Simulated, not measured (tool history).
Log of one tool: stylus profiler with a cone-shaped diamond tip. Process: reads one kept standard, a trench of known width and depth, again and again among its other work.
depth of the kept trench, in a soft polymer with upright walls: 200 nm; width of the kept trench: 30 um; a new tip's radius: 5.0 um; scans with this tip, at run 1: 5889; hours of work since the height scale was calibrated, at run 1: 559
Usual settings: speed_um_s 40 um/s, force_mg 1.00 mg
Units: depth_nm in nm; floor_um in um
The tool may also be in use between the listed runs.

| run | hour | speed_um_s | force_mg | scans with this tip | hours of work since the height scale was calibrated | depth_nm | floor_um |
|---|---|---|---|---|---|---|---|
| 1 | 0.0 | 40 | 1.00 | 5889 | 559 | 201.27 | 26.05 |
| 2 | 10.7 | 40 | 1.00 | 5936 | 564 | 201.29 | 26.08 |
| 3 | 19.9 | 40 | 2.05 | 5976 | 568 | 201.96 | 26.16 |
| 4 | 36.8 | 40 | 2.05 | 6049 | 574 | 202.03 | 26.17 |
| 5 | 47.0 | 37 | 1.00 | 6094 | 579 | 201.28 | 26.06 |
| 6 | 64.0 | 37 | 1.00 | 6167 | 586 | 201.31 | 26.02 |
| 7 | 76.6 | 40 | 1.00 | 6222 | 591 | 201.27 | 26.00 |
| 8 | 92.0 | 41 | 1.00 | 6289 | 597 | 201.25 | 26.02 |
| 9 | 109.6 | 40 | 1.00 | 6366 | 605 | 201.31 | 25.99 |
| 10 | 123.4 | 21 | 1.00 | 6426 | 610 | 201.34 | 26.12 |
| 11 | 138.1 | 21 | 1.00 | 6489 | 616 | 201.30 | 26.08 |
| 12 | 152.2 | 40 | 1.00 | 6551 | 622 | 201.34 | 25.94 |
| 13 | 170.5 | 40 | 1.00 | 6630 | 630 | 201.34 | 25.99 |
| 14 | 186.0 | 40 | 1.00 | 6697 | 636 | 201.31 | 25.93 |
| 15 | 201.4 | 40 | 1.00 | 6764 | 642 | 201.36 | 25.98 |
| 16 | 218.3 | 40 | 2.47 | 6838 | 649 | 202.24 | 26.11 |
| 17 | 228.8 | 40 | 2.47 | 6884 | 654 | 202.21 | 25.98 |
| 18 | 249.2 | 40 | 0.59 | 6972 | 662 | 201.01 | 25.87 |
| 19 | 260.6 | 40 | 1.00 | 7022 | 667 | 201.35 | 25.90 |
| 20 | 274.7 | 40 | 1.00 | 7083 | 673 | 201.34 | 25.94 |
| 21 | 288.9 | 40 | 1.00 | 7145 | 679 | 201.32 | 25.94 |
| 22 | 307.6 | 40 | 1.00 | 7226 | 686 | 201.28 | 25.90 |
| 23 | 322.8 | 40 | 1.00 | 7292 | 693 | 201.37 | 25.90 |
| 24 | 340.0 | 89 | 0.65 | 7367 | 700 | 201.07 | 25.52 |
| 25 | 354.9 | 40 | 1.93 | 7432 | 706 | 201.98 | 25.96 |
| 26 | 366.7 | 59 | 2.23 | 7483 | 711 | 202.13 | 25.88 |
| 27 | 380.8 | 41 | 0.95 | 7544 | 716 | 201.34 | 25.87 |
| 28 | 402.9 | 59 | 0.34 | 7640 | 726 | 200.75 | 25.51 |
| 29 | 423.0 | 23 | 1.51 | 7728 | 734 | 201.66 | 25.97 |
| 30 | 432.6 | 23 | 1.51 | 7769 | 738 | 201.69 | 25.95 |
| 31 | 448.7 | 23 | 1.51 | 7839 | 744 | 201.65 | 25.98 |
| 32 | 460.6 | 51 | 1.33 | 7891 | 749 | 201.56 | 25.77 |
| 33 | 482.5 | 51 | 1.33 | 7986 | 758 | 201.56 | 25.82 |
|  | 484.4 | height scale calibrated on a step standard |
| 34 | 500.3 | 51 | 1.33 | 8061 | 7 | 201.68 | 25.77 |
| 35 | 517.0 | 11 | 0.90 | 8134 | 13 | 201.36 | 25.92 |
| 36 | 539.0 | 49 | 1.81 | 8229 | 23 | 202.05 | 25.81 |
| 37 | 548.2 | 19 | 1.45 | 8270 | 26 | 201.79 | 25.90 |
| 38 | 561.4 | 40 | 1.09 | 8327 | 32 | 201.54 | 25.71 |
| 39 | 572.1 | 66 | 1.01 | 8373 | 36 | 201.51 | 25.64 |
| 40 | 583.8 | 17 | 1.00 | 8424 | 41 | 201.44 | 25.88 |
| 41 | 599.6 | 17 | 1.00 | 8493 | 48 | 201.44 | 25.88 |
| 42 | 610.8 | 130 | 0.33 | 8541 | 52 | 200.89 | 24.68 |
|  | 618.9 | height scale calibrated on a step standard, once more |
| 43 | 628.1 | 52 | 1.00 | 8614 | 4 | 201.19 | 25.69 |
| 44 | 641.2 | 13 | 1.00 | 8672 | 9 | 201.14 | 25.84 |
| 45 | 661.6 | 14 | 0.37 | 8760 | 18 | 200.59 | 25.78 |
| 46 | 673.1 | 14 | 0.37 | 8810 | 22 | 200.59 | 25.82 |

Forecast each of these 4 alternatives for the next run:
| A | 683.1 | 27 | 0.59 | 8854 | 26 | ? | ? |
| B | 683.1 | 40 | 0.37 | 8854 | 26 | ? | ? |
| C | 683.1 | 14 | 0.49 | 8854 | 26 | ? | ? |
| D | 683.1 | 83 | 0.45 | 8854 | 26 | ? | ? |

| run | depth_nm | floor_um |
|---|---|---|
| A | 200.85 | 25.70 |
| B | 200.62 | 25.59 |
| C | 200.75 | 25.79 |
| D | 200.66 | 25.22 |
Without the tool's hidden state the same runs would have given:
| run | depth_nm | floor_um |
|---|---|---|
| A | 200.81 | 26.97 |
| B | 200.57 | 26.85 |
| C | 200.71 | 27.06 |
| D | 200.62 | 26.48 |
